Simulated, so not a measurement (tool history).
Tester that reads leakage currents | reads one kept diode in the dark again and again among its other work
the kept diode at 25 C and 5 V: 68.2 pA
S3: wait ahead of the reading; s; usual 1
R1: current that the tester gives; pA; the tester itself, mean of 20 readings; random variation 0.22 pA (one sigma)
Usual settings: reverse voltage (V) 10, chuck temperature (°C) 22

Run 1, hour 0: usual settings. Result: R1 80.18 pA.
Run 2, hour 30.7: usual settings. Result: R1 80.64 pA.
Run 3, hour 61.4: usual settings but S3 1.2 s. Result: R1 81.06 pA.
Run 4, hour 97.4: usual settings but S3 1.2 s. Result: R1 81.01 pA.
Run 5, hour 132.8: usual settings but chuck temperature (°C) 42. Result: R1 366.07 pA.
At hour 139: probe card cleaned and baked.
Run 6, hour 171.5: usual settings. Result: R1 87.24 pA.
Run 7, hour 194.6: usual settings but reverse voltage (V) 5.9. Result: R1 66.76 pA.
Run 8, hour 223.1: usual settings but reverse voltage (V) 10.9, chuck temperature (°C) 25, S3 1.24 s. Result: R1 112.86 pA.

Run 9 comes next. What will it give?
Run 9, hour 258.8: usual settings but reverse voltage (V) 10.9, chuck temperature (°C) 25, S3 1.24 s. Result: R1 ?.

{"run 9": {"R1": 114.09}}
Without the tool's hidden state the same run would have given R1 96.17 pA.

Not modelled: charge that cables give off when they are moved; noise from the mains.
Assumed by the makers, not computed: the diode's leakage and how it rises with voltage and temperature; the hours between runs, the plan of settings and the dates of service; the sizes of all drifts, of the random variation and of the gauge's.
